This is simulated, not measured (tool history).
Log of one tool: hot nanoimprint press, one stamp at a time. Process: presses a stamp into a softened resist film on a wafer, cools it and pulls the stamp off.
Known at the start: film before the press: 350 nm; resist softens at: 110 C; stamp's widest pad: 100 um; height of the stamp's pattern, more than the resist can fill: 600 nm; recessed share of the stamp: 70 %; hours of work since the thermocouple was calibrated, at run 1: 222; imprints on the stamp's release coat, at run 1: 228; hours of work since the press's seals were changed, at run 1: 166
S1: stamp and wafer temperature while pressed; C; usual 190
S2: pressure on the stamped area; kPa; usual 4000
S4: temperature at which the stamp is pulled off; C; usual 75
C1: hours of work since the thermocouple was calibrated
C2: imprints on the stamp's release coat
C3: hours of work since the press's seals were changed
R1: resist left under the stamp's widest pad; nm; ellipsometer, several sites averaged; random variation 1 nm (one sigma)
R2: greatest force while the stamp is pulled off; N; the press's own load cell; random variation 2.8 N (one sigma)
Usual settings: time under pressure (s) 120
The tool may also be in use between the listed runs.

run 1 hour=0 | S1=190 S2=4000 time_under_pressure_(s)=120 S4=75 | C1=222 C2=228 C3=166 | R1=152.7 R2=138
run 2 hour=4.1 | S1=190 S2=4000 time_under_pressure_(s)=120 S4=75 | C1=224 C2=244 C3=168 | R1=151.4 R2=138
run 3 hour=7.9 | S1=190 S2=4000 time_under_pressure_(s)=81 S4=75 | C1=226 C2=259 C3=170 | R1=173 R2=140
run 4 hour=11.7 | S1=190 S2=4000 time_under_pressure_(s)=190 S4=75 | C1=228 C2=274 C3=172 | R1=130.3 R2=138
run 5 hour=17.6 | S1=190 S2=4000 time_under_pressure_(s)=101 S4=75 | C1=232 C2=297 C3=176 | R1=160.2 R2=141
run 6 hour=24.1 | S1=190 S2=4000 time_under_pressure_(s)=101 S4=75 | C1=235 C2=323 C3=179 | R1=160.1 R2=143
run 7 hour=33.1 | S1=190 S2=4000 time_under_pressure_(s)=101 S4=75 | C1=241 C2=359 C3=185 | R1=162.3 R2=142
run 8 hour=39.7 | S1=190 S2=4000 time_under_pressure_(s)=101 S4=75 | C1=244 C2=384 C3=188 | R1=160.7 R2=141
run 9 hour=48.6 | S1=190 S2=4000 time_under_pressure_(s)=101 S4=75 | C1=250 C2=420 C3=194 | R1=159.8 R2=142
run 10 hour=52.7 | S1=190 S2=4000 time_under_pressure_(s)=101 S4=75 | C1=252 C2=436 C3=196 | R1=160.1 R2=146
run 11 hour=61.3 | S1=190 S2=4000 time_under_pressure_(s)=101 S4=75 | C1=257 C2=470 C3=201 | R1=162.2 R2=146
run 12 hour=65.1 | S1=190 S2=4000 time_under_pressure_(s)=101 S4=75 | C1=259 C2=485 C3=203 | R1=161.2 R2=149
run 13 hour=71 | S1=190 S2=4000 time_under_pressure_(s)=101 S4=75 | C1=262 C2=508 C3=206 | R1=162.7 R2=153
run 14 hour=78.3 | S1=191 S2=3640 time_under_pressure_(s)=182 S4=82 | C1=267 C2=537 C3=211 | R1=135.8 R2=127
run 15 hour=82.9 | S1=191 S2=3640 time_under_pressure_(s)=182 S4=82 | C1=269 C2=555 C3=213 | R1=134.4 R2=126
run 16 hour=92.1 | S1=193 S2=3590 time_under_pressure_(s)=120 S4=80 | C1=275 C2=592 C3=219 | R1=145.4 R2=129
run 17 hour=100.5 | S1=185 S2=4260 time_under_pressure_(s)=120 S4=75 | C1=279 C2=625 C3=223 | R1=181.6 R2=158
run 18 hour=105 | S1=190 S2=4820 time_under_pressure_(s)=70 S4=65 | C1=282 C2=643 C3=226 | R1=162 R2=184
run 19 hour=109 | S1=190 S2=2850 time_under_pressure_(s)=70 S4=65 | C1=284 C2=659 C3=228 | R1=214 R2=189
run 20 hour=116.7 | S1=190 S2=2850 time_under_pressure_(s)=70 S4=65 | C1=289 C2=689 C3=233 | R1=213.8 R2=186
run 21 hour=125.1 | S1=190 S2=2850 time_under_pressure_(s)=70 S4=65 | C1=294 C2=722 C3=238 | R1=215.2 R2=178
run 22 hour=133.2 | S1=190 S2=4090 time_under_pressure_(s)=179 S4=75 | C1=298 C2=754 C3=242 | R1=133.6 R2=157
run 23 hour=137.9 | S1=180 S2=4000 time_under_pressure_(s)=120 S4=60 | C1=301 C2=773 C3=245 | R1=225.9 R2=220

Forecast each of these 3 alternatives for the next run:
run A hour=145.2 | S1=190 S2=4000 time_under_pressure_(s)=178 S4=60 | C1=305 C2=802 C3=249 | R1=? R2=?
run B hour=145.2 | S1=199 S2=2410 time_under_pressure_(s)=230 S4=75 | C1=305 C2=802 C3=249 | R1=? R2=?
run C hour=145.2 | S1=186 S2=4000 time_under_pressure_(s)=81 S4=60 | C1=305 C2=802 C3=249 | R1=? R2=?

run=A R1=133.7 R2=208
run=B R1=114.8 R2=159
run=C R1=203.1 R2=217
Without the tool's hidden state the same runs would have given:
run=A R1=127.5 R2=169
run=B R1=110.1 R2=129
run=C R1=194.7 R2=176

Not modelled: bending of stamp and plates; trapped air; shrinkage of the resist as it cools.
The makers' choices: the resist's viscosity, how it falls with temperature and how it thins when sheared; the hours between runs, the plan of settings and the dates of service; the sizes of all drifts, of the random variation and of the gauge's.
